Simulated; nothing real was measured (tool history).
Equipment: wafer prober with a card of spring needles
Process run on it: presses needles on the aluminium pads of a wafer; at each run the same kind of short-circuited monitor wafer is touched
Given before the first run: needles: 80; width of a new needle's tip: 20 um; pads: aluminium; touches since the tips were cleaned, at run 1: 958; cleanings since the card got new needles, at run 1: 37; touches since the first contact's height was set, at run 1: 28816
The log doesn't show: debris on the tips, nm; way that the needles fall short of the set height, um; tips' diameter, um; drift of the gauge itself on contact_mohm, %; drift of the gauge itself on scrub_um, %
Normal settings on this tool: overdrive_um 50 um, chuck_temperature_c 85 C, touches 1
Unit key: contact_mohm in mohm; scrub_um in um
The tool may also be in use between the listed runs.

run   hour  overdrive_um  chuck_temperature_c  touches  touches since the tips were cleaned  cleanings since the card got new needles  touches since the first contact's height was set  contact_mohm  scrub_um
  1      0            50                   85        1                                  958                                        37                                             28816           263     7.327
      20.1  -- tips cleaned on abrasive film
  2   20.1            50                   85        1                                    0                                        38                                             35318           260     7.325
  3   40.1            50                   85        1                                 6499                                        38                                             41817           264     7.338
      44.5  -- tips cleaned on abrasive film
  4   58.2            50                  118        1                                 4444                                        39                                             47636           272     7.327
      67.5  -- tips cleaned on abrasive film
  5   79.4            40                   85        1                                 3867                                        40                                             54495           268     5.853
      91.2  -- tips cleaned on abrasive film
  6   97.8            40                   85        1                                 2141                                        41                                             60457           266     5.867
     114.7  -- tips cleaned on abrasive film
  7  118.9            40                   85        1                                 1390                                        42                                             67276           265     5.871
     138.9  -- tips cleaned on abrasive film
  8    140            47                   85        1                                  333                                        43                                             74071           263     6.884
  9  160.7            60                   85        1                                 7075                                        43                                             80813           263     8.786
       163  -- tips cleaned on abrasive film
 10  182.4            60                   85        1                                 6303                                        44                                             87825           267     8.804
     186.8  -- tips cleaned on abrasive film
 11  202.5            50                   85        1                                 5119                                        45                                             94317           264     7.328
     210.8  -- tips cleaned on abrasive film
 12  214.2            50                   85        1                                 1123                                        46                                             98093           259     7.321
     222.7  -- height of the first contact set anew
 13  231.7            50                   85        1                                 6702                                        46                                              2930           263     7.335
     234.5  -- tips cleaned on abrasive film
 14  250.6            50                   85        1                                 5218                                        47                                              9016           264     7.331
     258.5  -- tips cleaned on abrasive film
 15  261.9            50                   85        1                                 1104                                        48                                             12658           266     7.333
 16  274.2            50                   85        1                                 5110                                        48                                             16664           268      7.34
     282.3  -- tips cleaned on abrasive film
 17  293.2            50                   85        1                                 3551                                        49                                             22809           262      7.33
     307.1  -- tips cleaned on abrasive film
 18  307.4            67                   85        1                                   79                                        50                                             27365           257     9.825
 19  319.6            46                   38        1                                 4062                                        50                                             31348           254     6.742
     331.7  -- tips cleaned on abrasive film
 20  333.9            46                  122        3                                  737                                        51                                             35962           278     6.745
 21  345.7            46                  122        3                                 4561                                        51                                             39786           281     6.753
     356.1  -- tips cleaned on abrasive film
 22  361.9            46                  122        3                                 1886                                        52                                             45012           275     6.741
 23  377.1            50                   85        2                                 6804                                        52                                             49930           260     7.338
     379.5  -- tips cleaned on abrasive film
 24  400.2            70                  120        1                                 6699                                        53                                             57400           270    10.262
     402.6  -- tips cleaned on abrasive film
 25  412.4            70                   78        1                                 3180                                        54                                             61349           259    10.251
       427  -- tips cleaned on abrasive film
 26  434.8            70                   78        2                                 2528                                        55                                             68566           257    10.253
     450.3  -- tips cleaned on abrasive film
 27  454.8            32                   44        2                                 1441                                        56                                             75032           258     4.687
 28  467.3            50                   61        3                                 5515                                        56                                             79106           252     7.324
     473.6  -- tips cleaned on abrasive film
 29    481            32                   43        1                                 2391                                        57                                             83518           258     4.695
       497  -- tips cleaned on abrasive film
 30    497            32                   43        1                                    0                                        58                                             88666           263     4.689

Hidden condition of the tool, last listed run before each entry between runs versus first listed run after:
Logged between run 1 and run 2: tips cleaned on abrasive film (hour 20.1)
  debris on the tips, nm: 0.1 -> 0
Logged between run 3 and run 4: tips cleaned on abrasive film (hour 44.5)
  both runs share identical hidden conditions
Logged between run 4 and run 5: tips cleaned on abrasive film (hour 67.5)
  both runs share identical hidden conditions
Logged between run 5 and run 6: tips cleaned on abrasive film (hour 91.2)
  debris on the tips, nm: 0.2 -> 0.1
Logged between run 6 and run 7: tips cleaned on abrasive film (hour 114.7)
  both runs share identical hidden conditions
Logged between run 7 and run 8: tips cleaned on abrasive film (hour 138.9)
  debris on the tips, nm: 0.1 -> 0
Logged between run 9 and run 10: tips cleaned on abrasive film (hour 163)
  both runs share identical hidden conditions
Logged between run 10 and run 11: tips cleaned on abrasive film (hour 186.8)
  debris on the tips, nm: 0.3 -> 0.2
Logged between run 11 and run 12: tips cleaned on abrasive film (hour 210.8)
  debris on the tips, nm: 0.2 -> 0.1
Logged between run 12 and run 13: height of the first contact set anew (hour 222.7)
  debris on the tips, nm: 0.1 -> 0.3
Logged between run 13 and run 14: tips cleaned on abrasive film (hour 234.5)
  debris on the tips, nm: 0.3 -> 0.2
Logged between run 14 and run 15: tips cleaned on abrasive film (hour 258.5)
  debris on the tips, nm: 0.2 -> 0.1
Logged between run 16 and run 17: tips cleaned on abrasive film (hour 282.3)
  both runs share identical hidden conditions
Logged between run 17 and run 18: tips cleaned on abrasive film (hour 307.1)
  debris on the tips, nm: 0.2 -> 0
Logged between run 19 and run 20: tips cleaned on abrasive film (hour 331.7)
  debris on the tips, nm: 0.2 -> 0.1
Logged between run 21 and run 22: tips cleaned on abrasive film (hour 356.1)
  debris on the tips, nm: 0.2 -> 0.1
Logged between run 23 and run 24: tips cleaned on abrasive film (hour 379.5)
  both runs share identical hidden conditions
Logged between run 24 and run 25: tips cleaned on abrasive film (hour 402.6)
  debris on the tips, nm: 0.3 -> 0.2
Logged between run 25 and run 26: tips cleaned on abrasive film (hour 427)
  debris on the tips, nm: 0.2 -> 0.1
Logged between run 26 and run 27: tips cleaned on abrasive film (hour 450.3)
  both runs share identical hidden conditions
Logged between run 28 and run 29: tips cleaned on abrasive film (hour 473.6)
  both runs share identical hidden conditions
Logged between run 29 and run 30: tips cleaned on abrasive film (hour 497)
  debris on the tips, nm: 0.2 -> 0
